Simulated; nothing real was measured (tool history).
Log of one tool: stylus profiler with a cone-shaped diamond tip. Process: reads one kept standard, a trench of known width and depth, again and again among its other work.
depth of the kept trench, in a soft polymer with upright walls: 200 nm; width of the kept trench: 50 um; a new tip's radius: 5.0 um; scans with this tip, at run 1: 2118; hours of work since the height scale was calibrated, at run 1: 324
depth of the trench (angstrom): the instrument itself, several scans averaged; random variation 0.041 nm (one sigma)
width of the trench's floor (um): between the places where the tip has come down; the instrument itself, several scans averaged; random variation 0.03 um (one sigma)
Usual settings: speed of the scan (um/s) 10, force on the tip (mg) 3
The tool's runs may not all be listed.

run,hour,speed of the scan (um/s),force on the tip (mg),scans with this tip,hours of work since the height scale was calibrated,depth of the trench (angstrom),width of the trench's floor (um)
1,0,10,3,2118,324,2028.4,46.95
2,9.9,10,3,2163,330,2028.1,46.97
3,21.5,10,3,2215,338,2028.9,46.97
4,28.8,10,5.95,2247,343,2043.7,47
5,39.2,10,5.95,2294,351,2043.1,46.97
6,47.2,10,5.95,2330,356,2042.9,46.9
7,60.5,2,5.41,2390,365,2041.2,47
8,69.1,6,8.62,2429,371,2056,46.91
9,81.2,6,8.62,2483,379,2056.5,46.99
10,96,8,1.83,2550,390,2020,46.95
11,111.1,26,8.36,2617,400,2055.8,46.93

Forecast each of these 3 alternatives for the next run:
A,127.4,11,3,2690,411,?,?
B,127.4,3,1.43,2690,411,?,?
C,127.4,2,2.64,2690,411,?,?

run,depth of the trench (angstrom),width of the trench's floor (um)
A,2028,46.92
B,2017.4,46.95
C,2025.9,46.96
Without the tool's hidden state the same runs would have given:
run,depth of the trench (angstrom),width of the trench's floor (um)
A,2027,47.15
B,2016.4,47.18
C,2024.9,47.19

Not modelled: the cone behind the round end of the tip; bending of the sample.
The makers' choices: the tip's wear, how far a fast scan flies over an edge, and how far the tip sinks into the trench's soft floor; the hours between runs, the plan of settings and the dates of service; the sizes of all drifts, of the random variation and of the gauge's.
